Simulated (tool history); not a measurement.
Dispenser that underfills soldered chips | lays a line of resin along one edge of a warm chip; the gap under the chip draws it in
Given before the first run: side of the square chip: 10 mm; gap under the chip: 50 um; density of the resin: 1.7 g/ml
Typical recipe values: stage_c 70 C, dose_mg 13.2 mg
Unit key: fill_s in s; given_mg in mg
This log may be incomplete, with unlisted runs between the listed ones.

run,day,stage_c,dose_mg,fill_s,given_mg
1,0,70,13.2,180.9,13.06
# day 0.196: new syringe of resin
2,0.504,69,13.2,211.5,13.01
# day 0.55: new syringe of resin
# day 0.9: new syringe of resin
3,1,69,13.2,176,12.95
# day 1.271: new syringe of resin
# day 1.667: new syringe of resin
4,1.675,70,13.2,148.7,12.9
# day 2.05: new syringe of resin
5,2.379,70,15.1,199.8,14.64
# day 2.446: new syringe of resin
# day 2.821: new syringe of resin
6,2.996,70,15.1,174.3,14.62
# day 3.175: new syringe of resin
7,3.333,70,13.2,173.7,12.74
# day 3.529: new syringe of resin
8,3.838,70,13.2,192.1,12.68
# day 3.9: new syringe of resin
# day 4.067: dispensing valve cleaned and set on the balance
# day 4.321: new syringe of resin
9,4.633,70,13.2,192.2,13.08
# day 4.696: new syringe of resin
# day 5.062: new syringe of resin
10,5.096,70,13.2,152.4,13.06
# day 5.429: new syringe of resin
11,5.446,70,15.4,149.2,15.26
# day 5.792: new syringe of resin
12,6.092,70,16,188.2,15.81
# day 6.158: new syringe of resin
# day 6.512: new syringe of resin
13,6.8,70,14.6,188.6,14.26
# day 6.912: new syringe of resin
14,7.229,84,14.6,95.3,14.26
# day 7.279: new syringe of resin
# day 7.646: new syringe of resin
15,7.667,70,11.8,150.9,11.56
# day 8.012: new syringe of resin
# day 8.383: new syringe of resin
16,8.388,66,13.2,175.5,12.81
# day 8.746: new syringe of resin
17,8.838,75,14.9,119.7,14.38
# day 9.1: new syringe of resin
# day 9.446: stage's temperature calibrated
# day 9.5: new syringe of resin
18,9.629,59,13.1,321.6,12.62
# day 9.862: new syringe of resin
# day 9.933: dispensing valve cleaned and set on the balance
# day 10.296: new syringe of resin
19,10.421,80,13.4,106.9,13.35
# day 10.667: new syringe of resin
# day 11.042: new syringe of resin
20,11.183,80,13.4,107.9,13.26
# day 11.4: new syringe of resin
21,11.525,80,13.4,104.8,13.26
# day 11.767: new syringe of resin
22,11.992,80,12.6,118.6,12.45
# day 12.158: new syringe of resin
# day 12.517: new syringe of resin
23,12.575,73,14.2,140.3,13.96
# day 12.875: new syringe of resin
# day 13.238: new syringe of resin
24,13.304,66,16.5,198.4,16.04
# day 13.621: new syringe of resin
25,13.75,81,12.7,104.3,12.28
# day 14.004: new syringe of resin
# day 14.375: new syringe of resin
26,14.404,68,13.8,175.8,13.3
27,14.704,77,14,146.2,13.55
# day 14.762: new syringe of resin
# day 15.146: new syringe of resin
28,15.154,75,14.4,121.3,13.81
# day 15.5: new syringe of resin
# day 15.725: dispensing valve cleaned and set on the balance
29,15.871,80,15.1,123.8,15.07
# day 15.925: new syringe of resin
# day 16.288: new syringe of resin
30,16.379,57,15.3,319.1,15.23
# day 16.646: new syringe of resin
31,16.892,58,12.9,349.2,12.81
# day 17: new syringe of resin
32,17.212,71,13.1,178,13

Below are 5 alternative next runs, each starting from the tool's condition after run 32. Predict each:
# day 17.388: new syringe of resin
# day 17.754: new syringe of resin
A,17.862,70,11.8,?,?
# day 17.388: new syringe of resin
# day 17.754: new syringe of resin
B,17.862,71,12.6,?,?
# day 17.388: new syringe of resin
# day 17.754: new syringe of resin
C,17.862,70,12.8,?,?
# day 17.388: new syringe of resin
# day 17.754: new syringe of resin
D,17.862,66,15.5,?,?
# day 17.388: new syringe of resin
# day 17.754: new syringe of resin
E,17.862,62,16.1,?,?

run,fill_s,given_mg
A,171.4,11.65
B,164.4,12.36
C,165.9,12.61
D,204.2,15.23
E,250.4,15.9
Without the tool's hidden state the same runs would have given:
run,fill_s,given_mg
A,165.7,11.83
B,159,12.55
C,160.6,12.8
D,198.2,15.46
E,243.5,16.14
